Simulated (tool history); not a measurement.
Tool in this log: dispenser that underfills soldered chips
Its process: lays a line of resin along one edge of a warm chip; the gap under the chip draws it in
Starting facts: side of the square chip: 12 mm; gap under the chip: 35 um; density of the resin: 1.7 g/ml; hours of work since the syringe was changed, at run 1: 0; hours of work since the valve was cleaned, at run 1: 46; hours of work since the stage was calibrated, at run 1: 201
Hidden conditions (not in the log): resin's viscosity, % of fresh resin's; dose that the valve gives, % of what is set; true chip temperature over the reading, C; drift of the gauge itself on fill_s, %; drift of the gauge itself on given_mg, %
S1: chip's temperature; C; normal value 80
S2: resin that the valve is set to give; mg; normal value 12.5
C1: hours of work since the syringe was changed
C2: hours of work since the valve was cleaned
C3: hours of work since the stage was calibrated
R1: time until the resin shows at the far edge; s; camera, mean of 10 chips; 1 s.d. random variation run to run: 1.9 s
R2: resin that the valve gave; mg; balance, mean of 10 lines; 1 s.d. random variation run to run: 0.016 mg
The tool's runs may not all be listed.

Run 1, hour 0: usual settings; C1 0; C2 46; C3 201. Result: R1 198.7 s, R2 12.2 mg.
At hour 4.9: dispensing valve cleaned and set on the balance.
Run 2, hour 7.8: usual settings; C1 6; C2 2; C3 207. Result: R1 284.1 s, R2 12.44 mg.
At hour 12.6: new syringe of resin.
Run 3, hour 14.4: usual settings; C1 1; C2 7; C3 212. Result: R1 215.1 s, R2 12.42 mg.
Run 4, hour 20.5: usual settings; C1 6; C2 12; C3 216. Result: R1 296.1 s, R2 12.4 mg.
At hour 24.8: new syringe of resin.
Run 5, hour 27.5: usual settings but S2 16.1 mg; C1 2; C2 17; C3 221. Result: R1 216.7 s, R2 15.94 mg.
At hour 37.3: new syringe of resin.
Run 6, hour 37.5: usual settings but S2 11.1 mg; C1 0; C2 24; C3 229. Result: R1 203.6 s, R2 10.93 mg.
Run 7, hour 45.5: usual settings but S2 11.1 mg; C1 6; C2 31; C3 235. Result: R1 316.2 s, R2 10.89 mg.
At hour 50.1: new syringe of resin.
Run 8, hour 55.7: usual settings but S1 90 C, S2 12.1 mg; C1 4; C2 38; C3 242. Result: R1 200 s, R2 11.82 mg.
Run 9, hour 60.5: usual settings but S1 68 C, S2 14.3 mg; C1 8; C2 42; C3 246. Result: R1 478.1 s, R2 13.95 mg.
At hour 62.4: new syringe of resin.
Run 10, hour 65.7: usual settings but S1 65 C; C1 3; C2 46; C3 250. Result: R1 360.6 s, R2 12.17 mg.
At hour 71.2: dispensing valve cleaned and set on the balance.
Run 11, hour 71.5: usual settings but S1 94 C, S2 12.7 mg; C1 6; C2 0; C3 254. Result: R1 202.3 s, R2 12.68 mg.
At hour 76.1: new syringe of resin.
Run 12, hour 76.8: usual settings but S1 92 C, S2 14 mg; C1 1; C2 4; C3 258. Result: R1 140.8 s, R2 13.93 mg.

Hidden state at the last listed run before each entry between runs and at the first one after, where it differs:
After run 1, before run 2: dispensing valve cleaned and set on the balance (hour 4.9)
  resin's viscosity, % of fresh resin's: 103.3 -> 146.9; dose that the valve gives, % of what is set: 97.86 -> 99.65; true chip temperature over the reading, C: -0.56 -> -0.57
  measured value less the no-hidden-state value, R1: +10.1 -> +94.1 s; R2: -0.26 -> -0.05 mg
After run 2, before run 3: new syringe of resin (hour 12.6)
  resin's viscosity, % of fresh resin's: 146.9 -> 110.2; dose that the valve gives, % of what is set: 99.65 -> 99.41; true chip temperature over the reading, C: -0.57 -> -0.59
  measured value less the no-hidden-state value, R1: +94.1 -> +23.5 s; R2: -0.05 -> -0.08 mg
After run 4, before run 5: new syringe of resin (hour 24.8)
  resin's viscosity, % of fresh resin's: 151.4 -> 113.5; dose that the valve gives, % of what is set: 99.17 -> 98.92; true chip temperature over the reading, C: -0.61 -> -0.62
  measured value less the no-hidden-state value, R1: +104.3 -> +29.3 s; R2: -0.11 -> -0.17 mg
After run 5, before run 6: new syringe of resin (hour 37.3)
  resin's viscosity, % of fresh resin's: 113.5 -> 101.4; dose that the valve gives, % of what is set: 98.92 -> 98.53; true chip temperature over the reading, C: -0.62 -> -0.65
  measured value less the no-hidden-state value, R1: +29.3 -> +7.4 s; R2: -0.17 -> -0.16 mg
After run 7, before run 8: new syringe of resin (hour 50.1)
  resin's viscosity, % of fresh resin's: 154.2 -> 134.7; dose that the valve gives, % of what is set: 98.2 -> 97.8; true chip temperature over the reading, C: -0.67 -> -0.69
  measured value less the no-hidden-state value, R1: +116.2 -> +54.9 s; R2: -0.2 -> -0.27 mg
After run 9, before run 10: new syringe of resin (hour 62.4)
  resin's viscosity, % of fresh resin's: 173.6 -> 117.2; dose that the valve gives, % of what is set: 97.63 -> 97.45; true chip temperature over the reading, C: -0.71 -> -0.72
  measured value less the no-hidden-state value, R1: +209.3 -> +61.2 s; R2: -0.34 -> -0.32 mg
After run 10, before run 11: dispensing valve cleaned and set on the balance (hour 71.2)
  resin's viscosity, % of fresh resin's: 117.2 -> 150.5; dose that the valve gives, % of what is set: 97.45 -> 99.83; true chip temperature over the reading, C: -0.72 -> -0.73
  measured value less the no-hidden-state value, R1: +61.2 -> +70.4 s; R2: -0.32 -> -0.02 mg
After run 11, before run 12: new syringe of resin (hour 76.1)
  resin's viscosity, % of fresh resin's: 150.5 -> 103.6; dose that the valve gives, % of what is set: 99.83 -> 99.64; true chip temperature over the reading, C: -0.73 -> -0.74
  measured value less the no-hidden-state value, R1: +70.4 -> +7.5 s; R2: -0.02 -> -0.05 mg
